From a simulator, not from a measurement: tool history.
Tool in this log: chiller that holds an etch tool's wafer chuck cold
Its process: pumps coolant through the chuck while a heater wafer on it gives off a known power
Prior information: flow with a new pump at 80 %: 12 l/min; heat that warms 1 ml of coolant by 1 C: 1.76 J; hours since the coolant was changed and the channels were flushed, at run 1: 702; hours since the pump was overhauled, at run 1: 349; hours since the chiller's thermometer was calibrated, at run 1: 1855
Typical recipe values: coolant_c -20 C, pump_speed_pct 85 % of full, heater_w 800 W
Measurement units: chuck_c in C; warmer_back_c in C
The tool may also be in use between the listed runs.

run    hour  coolant_c  pump_speed_pct  heater_w  hours since the coolant was changed and the channels were flushed  hours since the pump was overhauled  hours since the chiller's thermometer was calibrated  chuck_c  warmer_back_c
  1     0.0        -20              85       800                                                                702                                  349                                                  1855    -13.5           2.10
  2    61.9        -20              85       800                                                                764                                  411                                                  1917    -13.4           2.16
  3   115.0        -20              85       800                                                                817                                  464                                                  1970    -13.4           2.22
  4   147.3        -29              85       800                                                                849                                  496                                                  2002    -22.6           2.24
  5   205.5        -18              85       800                                                                907                                  554                                                  2060    -11.5           2.25
  6   263.9        -20              85       800                                                                966                                  613                                                  2119    -13.5           2.34
  7   318.2        -20              85       800                                                               1020                                  667                                                  2173    -13.5           2.32
  8   376.6        -20              85       800                                                               1079                                  725                                                  2231    -13.4           2.39
  9   429.2        -20              85       723                                                               1131                                  778                                                  2284    -14.1           2.24
 10   458.9        -20              85       800                                                               1161                                  808                                                  2314    -13.5           2.47
 11   522.8        -20              85       800                                                               1225                                  872                                                  2378    -13.6           2.48
 12   560.6        -20              85       800                                                               1263                                  909                                                  2415    -13.4           2.54
 13   617.2        -19              85       800                                                               1319                                  966                                                  2472    -12.4           2.59
 14   646.1        -19              85       800                                                               1348                                  995                                                  2501    -12.4           2.63
      649.9  -- gauge calibrated
 15   677.2        -20              74       800                                                               1379                                 1026                                                  2532    -12.8           2.48
 16   720.1        -20              74       800                                                               1422                                 1069                                                  2575    -12.8           2.53
 17   774.2        -14              94       800                                                               1476                                 1123                                                  2629     -7.6           2.03
 18   835.7        -27              85      1138                                                               1538                                 1185                                                  2691    -17.7           3.17
 19   898.1        -14              85       723                                                               1600                                 1247                                                  2753     -8.2           2.12
 20   941.6        -21              85       457                                                               1644                                 1290                                                  2796    -17.2           1.42
 21   969.2        -11             100       457                                                               1671                                 1318                                                  2824     -7.5           1.27
 22  1015.5        -12              78       800                                                               1717                                 1364                                                  2870     -5.1           2.59
 23  1066.0        -12              78       800                                                               1768                                 1415                                                  2921     -5.0           2.65
 24  1099.1        -20              71      1104                                                               1801                                 1448                                                  2954     -9.7           3.92
 25  1149.9        -20              95       800                                                               1852                                 1499                                                  3005    -14.0           2.23
 26  1200.5        -20              95      1189                                                               1903                                 1549                                                  3055    -10.9           3.21
 27  1243.3        -20              85       877                                                               1945                                 1592                                                  3098    -12.6           2.79
 28  1291.8        -20              85       877                                                               1994                                 1641                                                  3147    -12.8           2.80
     1323.0  -- gauge calibrated
 29  1331.0        -20              85       877                                                               2033                                 1680                                                  3186    -12.7           2.38
 30  1373.7        -20              85       759                                                               2076                                 1723                                                  3228    -13.6           2.05
 31  1402.7        -25              81       800                                                               2105                                 1752                                                  3257    -18.1           2.27

3 options for the next run, each taken on its own from the tool as it stands now. Forecast them:
  A  1456.5        -25              81      1066                                                               2158                                 1805                                                  3311        ?              ?
  B  1456.5        -11              81       764                                                               2158                                 1805                                                  3311        ?              ?
  C  1456.5        -27              65       470                                                               2158                                 1805                                                  3311        ?              ?

run  chuck_c  warmer_back_c
  A    -15.8           3.07
  B     -4.7           2.22
  C    -22.3           1.80
Without the tool's hidden state the same runs would have given:
run  chuck_c  warmer_back_c
  A    -15.8           2.97
  B     -4.7           2.12
  C    -22.3           1.70
